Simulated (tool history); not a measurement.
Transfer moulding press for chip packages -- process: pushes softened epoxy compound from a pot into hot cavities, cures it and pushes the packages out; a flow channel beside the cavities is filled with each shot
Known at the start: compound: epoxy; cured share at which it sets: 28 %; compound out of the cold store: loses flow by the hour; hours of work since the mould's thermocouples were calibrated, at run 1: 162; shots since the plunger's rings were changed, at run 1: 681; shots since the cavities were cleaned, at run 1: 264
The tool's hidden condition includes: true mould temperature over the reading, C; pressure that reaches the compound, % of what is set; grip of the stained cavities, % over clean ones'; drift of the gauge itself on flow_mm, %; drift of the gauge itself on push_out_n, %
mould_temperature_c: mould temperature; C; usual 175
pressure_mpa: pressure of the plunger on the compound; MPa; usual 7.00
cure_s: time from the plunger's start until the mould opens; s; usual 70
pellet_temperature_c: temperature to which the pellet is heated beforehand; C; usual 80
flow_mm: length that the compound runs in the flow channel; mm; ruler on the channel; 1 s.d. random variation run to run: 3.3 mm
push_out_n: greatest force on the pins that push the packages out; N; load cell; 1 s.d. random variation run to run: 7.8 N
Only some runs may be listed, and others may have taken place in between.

run   hour  mould_temperature_c  pressure_mpa  cure_s  pellet_temperature_c  hours of work since the mould's thermocouples were calibrated  shots since the plunger's rings were changed  shots since the cavities were cleaned  incoming compound's hours out of the cold store  flow_mm  push_out_n
  1    0.0                  175          7.00      70                    80                                                            162                                           681                                    264                                             46.6      738         327
  2   13.4                  175          7.00      70                    85                                                            167                                           833                                    416                                             44.1      743         321
  3   29.5                  175          7.00      70                    85                                                            174                                          1015                                    598                                             17.1      900         354
      53.0  -- cavities cleaned with cleaning compound and waxed
  4   57.9                  175          7.00      70                    85                                                            186                                          1320                                     56                                             47.9      729         332
  5   74.5                  175          8.72      70                    80                                                            193                                          1508                                    244                                             27.8      940         358
  6   90.0                  175          8.72      70                    80                                                            199                                          1683                                    419                                             46.8      812         324
  7  106.5                  175          7.00      70                    80                                                            206                                          1871                                    607                                             32.0      818         335
     130.4  -- cavities cleaned with cleaning compound and waxed
  8  137.9                  175          7.00      70                    80                                                            219                                          2209                                     85                                             25.2      847         350
  9  154.9                  175          7.00      70                    80                                                            226                                          2401                                    277                                             24.0      861         347
 10  177.2                  175          5.40      70                    80                                                            236                                          2654                                    530                                             38.5      682         329
     190.2  -- plunger's sealing rings changed
 11  200.8                  175          7.00      70                    80                                                            245                                           120                                    769                                             43.6      740         333
     208.2  -- cavities cleaned with cleaning compound and waxed
 12  227.5                  175          7.00      70                    80                                                            255                                           405                                    218                                             21.7      878         343
 13  249.5                  175          7.00      96                    80                                                            265                                           655                                    468                                             28.2      833         267
 14  274.4                  175          7.00      96                    80                                                            275                                           936                                    749                                             46.7      730         261
     284.2  -- cavities cleaned with cleaning compound and waxed
 15  290.8                  175          8.68      70                    80                                                            282                                          1105                                     75                                             46.6      823         336
 16  304.7                  174          8.70      71                    74                                                            288                                          1262                                    232                                              9.2     1081         371
 17  329.5                  180          7.00      70                    80                                                            298                                          1543                                    513                                             26.8      837         287
 18  352.9                  180          7.22      70                    80                                                            308                                          1809                                    779                                             46.4      736         287
     360.4  -- cavities cleaned with cleaning compound and waxed
 19  372.5                  169          7.35      57                    89                                                            316                                          2013                                    137                                             21.2      912         818
 20  391.0                  169          7.35      57                    89                                                            324                                          2223                                    347                                             23.2      908         789
 21  412.0                  169          7.35      57                    89                                                            332                                          2460                                    584                                             21.8      917         814
     437.0  -- cavities cleaned with cleaning compound and waxed
     442.5  -- plunger's sealing rings changed
 22  444.0                  175          7.35      57                    76                                                            344                                            16                                     51                                             22.2      894         578
 23  457.7                  169          7.00      74                    81                                                            350                                           172                                    207                                             36.1      807         425
 24  480.2                  169          7.00      74                    81                                                            360                                           426                                    461                                             20.5      907         432
 25  508.1                  167          6.13      96                    80                                                            372                                           743                                    778                                             21.1      846         326
     514.7  -- cavities cleaned with cleaning compound and waxed
 26  541.8                  167          6.13      96                    80                                                            385                                          1107                                    307                                             32.5      781         306
 27  561.9                  172          6.13      65                    84                                                            394                                          1335                                    535                                             18.6      850         507
     566.8  -- mould's thermocouples calibrated
     592.1  -- cavities cleaned with cleaning compound and waxed
 28  598.3                  181          7.00      69                    81                                                             13                                          1708                                     71                                             33.4      796         294

Branching from run 28: 4 alternative next runs. What would each branch give?
  A  619.9                  175          8.51      70                    72                                                             22                                          1952                                    315                                             18.8        ?           ?
  B  619.9                  181          7.01      51                    85                                                             22                                          1952                                    315                                             17.7        ?           ?
  C  619.9                  181          5.57      69                    81                                                             22                                          1952                                    315                                             35.2        ?           ?
  D  619.9                  176          7.00      69                    81                                                             22                                          1952                                    315                                             11.3        ?           ?

run  flow_mm  push_out_n
  A      986         369
  B      893         516
  C      700         279
  D      951         349
With the hidden condition removed and each run's random variation left untouched, the same runs would have given:
run  flow_mm  push_out_n
  A      986         367
  B      893         513
  C      700         277
  D      952         347
